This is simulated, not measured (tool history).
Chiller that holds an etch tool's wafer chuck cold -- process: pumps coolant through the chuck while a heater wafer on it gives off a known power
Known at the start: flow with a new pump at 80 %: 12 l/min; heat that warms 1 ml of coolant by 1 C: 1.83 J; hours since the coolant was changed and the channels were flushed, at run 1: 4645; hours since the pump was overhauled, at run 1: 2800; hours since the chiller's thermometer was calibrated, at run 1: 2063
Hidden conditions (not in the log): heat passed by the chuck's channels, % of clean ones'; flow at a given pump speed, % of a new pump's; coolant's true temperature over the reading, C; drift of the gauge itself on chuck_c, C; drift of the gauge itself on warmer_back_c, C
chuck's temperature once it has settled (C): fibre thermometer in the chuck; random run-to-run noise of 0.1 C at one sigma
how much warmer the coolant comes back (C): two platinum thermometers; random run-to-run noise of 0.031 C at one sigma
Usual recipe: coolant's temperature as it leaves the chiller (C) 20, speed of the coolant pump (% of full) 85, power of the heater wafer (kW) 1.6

run,day,coolant's temperature as it leaves the chiller (C),speed of the coolant pump (% of full),power of the heater wafer (kW),hours since the coolant was changed and the channels were flushed,hours since the pump was overhauled,hours since the chiller's thermometer was calibrated,chuck's temperature once it has settled (C),how much warmer the coolant comes back (C)
1,0,20,85,1.6,4645,2800,2063,38.9,4.24
2,4.117,20,64,1.6,4743,2899,2162,41.7,5.6
3,8.525,20,99,1.6,4849,3004,2267,37.8,3.66
4,11.225,20,99,1.6,4914,3069,2332,37.7,3.65
5,15.812,20,85,1.6,5024,3179,2442,39,4.28
6,19.242,20,85,1.6,5106,3261,2525,39.3,4.27
7,21.542,20,85,1.6,5162,3317,2580,39.1,4.29
8,25.583,20,85,1.6,5259,3414,2677,39.3,4.3
9,30.25,20,85,1.6,5371,3526,2789,39.3,4.28
10,32.867,20,85,1.6,5433,3589,2852,39.3,4.3
11,36.312,20,85,1.6,5516,3671,2934,39.3,4.34
12,39.338,20,85,1.6,5589,3744,3007,39.6,4.3
13,43.854,20,97,1.595,5697,3852,3115,38.5,3.7
14,47.971,20,77,1.997,5796,3951,3214,45.7,5.91
# day 48.283: chiller's thermometer calibrated
15,50.833,19,64,1.732,5864,4019,61,43.5,6.21
16,55.771,11,72,0.861,5982,4137,180,23,2.73
17,59.925,11,81,0.861,6082,4237,279,22.4,2.44
18,63.388,10,61,1.6,6165,4320,363,33.5,6.02
19,68.425,13,92,1.6,6286,4441,483,32.5,3.98
20,71.083,13,92,1.6,6350,4505,547,32.6,4.01
21,74.325,23,81,0.983,6427,4583,625,36,2.8

Alternative continuations, all from the tool just after run 21; predict every row:
A,77.854,20,98,1.6,6512,4667,710,?,?
B,77.854,12,67,1.97,6512,4667,710,?,?
C,77.854,20,69,1.199,6512,4667,710,?,?

run,chuck's temperature once it has settled (C),how much warmer the coolant comes back (C)
A,39.1,3.7
B,39.9,6.75
C,37,3.99
Stripped of hidden state, with their random variation kept, the same runs would have yielded:
run,chuck's temperature once it has settled (C),how much warmer the coolant comes back (C)
A,35.3,3.5
B,34.7,6.39
C,33.6,3.78
